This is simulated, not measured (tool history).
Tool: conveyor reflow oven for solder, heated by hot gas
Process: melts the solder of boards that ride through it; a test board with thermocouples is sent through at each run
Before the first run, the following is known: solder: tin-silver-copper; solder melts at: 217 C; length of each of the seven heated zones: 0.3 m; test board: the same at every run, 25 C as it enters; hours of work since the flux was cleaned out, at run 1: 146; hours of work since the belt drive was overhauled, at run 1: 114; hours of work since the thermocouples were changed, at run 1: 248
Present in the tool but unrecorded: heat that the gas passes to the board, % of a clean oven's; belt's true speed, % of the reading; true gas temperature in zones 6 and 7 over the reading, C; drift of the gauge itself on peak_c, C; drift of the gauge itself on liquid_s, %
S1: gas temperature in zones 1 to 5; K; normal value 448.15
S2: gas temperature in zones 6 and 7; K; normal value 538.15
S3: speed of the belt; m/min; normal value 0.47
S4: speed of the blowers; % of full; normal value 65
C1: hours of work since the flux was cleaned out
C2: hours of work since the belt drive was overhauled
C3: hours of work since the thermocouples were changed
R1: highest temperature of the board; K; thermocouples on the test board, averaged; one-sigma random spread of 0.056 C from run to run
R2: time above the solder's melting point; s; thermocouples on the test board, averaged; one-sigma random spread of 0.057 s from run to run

Run 1, hour 0: usual settings; C1 146; C2 114; C3 248. Result: R1 523.33 K, R2 56.37 s.
Run 2, hour 16.1: usual settings; C1 154; C2 122; C3 256. Result: R1 523.41 K, R2 56.48 s.
Run 3, hour 36.2: usual settings but S4 63 % of full; C1 164; C2 132; C3 266. Result: R1 522.87 K, R2 55.78 s.
Run 4, hour 55.9: usual settings; C1 174; C2 141; C3 276. Result: R1 523.42 K, R2 56.46 s.
Run 5, hour 67.3: usual settings but S4 87 % of full; C1 179; C2 147; C3 281. Result: R1 527.49 K, R2 60.42 s.
Run 6, hour 85.1: usual settings but S4 87 % of full; C1 188; C2 156; C3 290. Result: R1 527.53 K, R2 60.34 s.
Run 7, hour 108.9: usual settings but S3 0.542 m/min, S4 87 % of full; C1 200; C2 168; C3 302. Result: R1 523.68 K, R2 49.24 s.
Run 8, hour 119.8: usual settings; C1 205; C2 173; C3 307. Result: R1 523.41 K, R2 56.3 s.
Run 9, hour 140: usual settings; C1 215; C2 183; C3 317. Result: R1 523.32 K, R2 56.32 s.
Run 10, hour 155.2: usual settings; C1 222; C2 190; C3 325. Result: R1 523.38 K, R2 56.38 s.
Run 11, hour 178.3: usual settings but S2 531.15 K; C1 234; C2 202; C3 336. Result: R1 517.3 K, R2 51.56 s.
Run 12, hour 195.2: usual settings but S2 531.15 K; C1 242; C2 210; C3 344. Result: R1 517.2 K, R2 51.48 s.
Run 13, hour 210.1: usual settings but S2 531.15 K; C1 250; C2 217; C3 352. Result: R1 517.28 K, R2 51.43 s.
Run 14, hour 226.3: usual settings but S2 531.15 K; C1 257; C2 225; C3 360. Result: R1 517.28 K, R2 51.43 s.
Run 15, hour 240.5: usual settings but S2 531.15 K; C1 265; C2 232; C3 367. Result: R1 517.23 K, R2 51.46 s.
Run 16, hour 262.2: usual settings but S1 457.15 K, S2 541.15 K, S3 0.508 m/min, S4 61 % of full; C1 275; C2 243; C3 377. Result: R1 524.22 K, R2 55.09 s.
Run 17, hour 283.6: usual settings but S1 457.15 K, S2 541.15 K, S3 0.508 m/min, S4 61 % of full; C1 286; C2 254; C3 388. Result: R1 524.12 K, R2 55.06 s.
Run 18, hour 294.6: usual settings but S3 0.524 m/min, S4 90 % of full; C1 291; C2 259; C3 393. Result: R1 525.18 K, R2 52.12 s.
Run 19, hour 305.7: usual settings but S3 0.524 m/min, S4 90 % of full; C1 297; C2 264; C3 399. Result: R1 525.11 K, R2 52.17 s.
Run 20, hour 329.1: usual settings but S3 0.428 m/min; C1 308; C2 276; C3 410. Result: R1 526.03 K, R2 64.87 s.
At hour 341.8: flux residue cleaned out of gas plates and filters.
Run 21, hour 352.7: usual settings but S3 0.428 m/min; C1 5; C2 285; C3 419. Result: R1 526.07 K, R2 64.78 s.
Run 22, hour 367.4: usual settings but S1 443.15 K, S2 545.15 K, S3 0.504 m/min, S4 59 % of full; C1 13; C2 292; C3 427. Result: R1 524.47 K, R2 50.6 s.
Run 23, hour 389.1: usual settings but S1 440.15 K, S2 536.15 K, S3 0.414 m/min, S4 63 % of full; C1 23; C2 303; C3 437. Result: R1 523.57 K, R2 62.28 s.
Run 24, hour 412.6: usual settings but S1 440.15 K, S2 536.15 K, S3 0.414 m/min, S4 63 % of full; C1 35; C2 315; C3 449. Result: R1 523.63 K, R2 62.28 s.
Run 25, hour 434.1: usual settings but S1 440.15 K, S2 536.15 K, S3 0.414 m/min, S4 72 % of full; C1 45; C2 325; C3 460. Result: R1 525.42 K, R2 64.47 s.
Run 26, hour 451.7: usual settings but S3 0.434 m/min; C1 54; C2 334; C3 468. Result: R1 525.6 K, R2 63.57 s.
Run 27, hour 464.3: usual settings but S3 0.434 m/min; C1 60; C2 340; C3 474. Result: R1 525.59 K, R2 63.63 s.
Run 28, hour 482.7: usual settings but S1 453.15 K, S2 544.15 K, S3 0.426 m/min, S4 88 % of full; C1 69; C2 349; C3 484. Result: R1 535.84 K, R2 74.01 s.
Run 29, hour 495.2: usual settings but S1 433.15 K, S2 536.15 K, S3 0.505 m/min, S4 86 % of full; C1 76; C2 355; C3 490. Result: R1 521.52 K, R2 47.19 s.
Run 30, hour 514.6: usual settings but S1 442.15 K, S2 543.15 K, S3 0.399 m/min; C1 85; C2 365; C3 499. Result: R1 531.51 K, R2 71.83 s.

Here are 3 independent what-if runs from the current tool condition. What would each one return?
Run A, hour 525.2: usual settings but S1 442.15 K, S2 543.15 K, S3 0.435 m/min, S4 74 % of full; C1 90; C2 370; C3 504. Result: R1 ?, R2 ?.
Run B, hour 525.2: usual settings but S1 459.15 K, S2 543.15 K, S3 0.399 m/min, S4 66 % of full; C1 90; C2 370; C3 504. Result: R1 ?, R2 ?.
Run C, hour 525.2: usual settings but S1 460.15 K, S2 542.15 K, S3 0.399 m/min, S4 76 % of full; C1 90; C2 370; C3 504. Result: R1 ?, R2 ?.

run      R1     R2
  A  531.06  65.33
  B  533.84  80.23
  C  534.43  81.36
With no hidden state in the tool, these same runs would have given:
run      R1     R2
  A  531.05  65.32
  B  533.82  80.21
  C  534.41  81.34
